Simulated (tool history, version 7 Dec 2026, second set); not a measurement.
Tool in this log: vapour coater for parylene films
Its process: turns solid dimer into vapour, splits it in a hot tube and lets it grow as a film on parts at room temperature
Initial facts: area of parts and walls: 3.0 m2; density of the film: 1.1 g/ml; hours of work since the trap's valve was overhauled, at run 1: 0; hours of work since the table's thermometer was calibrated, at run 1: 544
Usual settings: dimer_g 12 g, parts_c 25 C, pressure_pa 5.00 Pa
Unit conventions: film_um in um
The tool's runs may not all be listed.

run   hour  dimer_g  parts_c  pressure_pa  hours of work since the trap's valve was overhauled  hours of work since the table's thermometer was calibrated  film_um
  1    0.0       12       25         5.00                                                    0                                                         544    2.712
  2   29.3       12       25         5.00                                                   21                                                         565    2.734
  3   63.8       12       25         5.00                                                   45                                                         589    2.715
  4  115.4       12       25         5.00                                                   81                                                         625    2.716
  5  165.5       12       18         5.00                                                  116                                                         660    3.037
  6  216.0       12       18         5.00                                                  151                                                         696    3.027
  7  246.7       12       18         3.69                                                  173                                                         717    3.222
  8  292.7       12       25         5.00                                                  205                                                         749    2.715
  9  317.9       12       25         5.00                                                  223                                                         767    2.724
 10  339.4       12       25         5.00                                                  238                                                         782    2.711
 11  364.0       22       25         2.14                                                  255                                                         799    5.884
 12  408.8       15       25        11.95                                                  287                                                         831    2.854
     423.9  -- table's thermometer calibrated
 13  443.1       15       25        11.95                                                  310                                                          13    2.839
 14  490.7       12       36         5.00                                                  343                                                          47    2.294
 15  538.1        8       36         5.00                                                  377                                                          80    1.525
 16  575.0       16       36         3.07                                                  402                                                         106    3.365
     631.4  -- trap's valve overhauled
 17  631.4       12       26         5.00                                                    0                                                         143    2.677
 18  661.2       12       26         5.00                                                   21                                                         164    2.674
 19  705.2       18       20         2.67                                                   52                                                         194    4.995
 20  727.5       15       20         2.67                                                   67                                                         210    4.164

Here are 5 independent what-if runs from the current tool condition. What would each one return?
  A  776.3       12       25         4.28                                                  102                                                         244        ?
  B  776.3       12       20         2.06                                                  102                                                         244        ?
  C  776.3       15       26         2.67                                                  102                                                         244        ?
  D  776.3       15       20         2.09                                                  102                                                         244        ?
  E  776.3       11       25         6.16                                                  102                                                         244        ?

run  film_um
  A    2.798
  B    3.503
  C    3.785
  D    4.366
  E    2.385
The same runs, with their run-to-run variation unchanged, on a tool lacking any hidden condition would have given:
run  film_um
  A    2.800
  B    3.504
  C    3.786
  D    4.368
  E    2.386
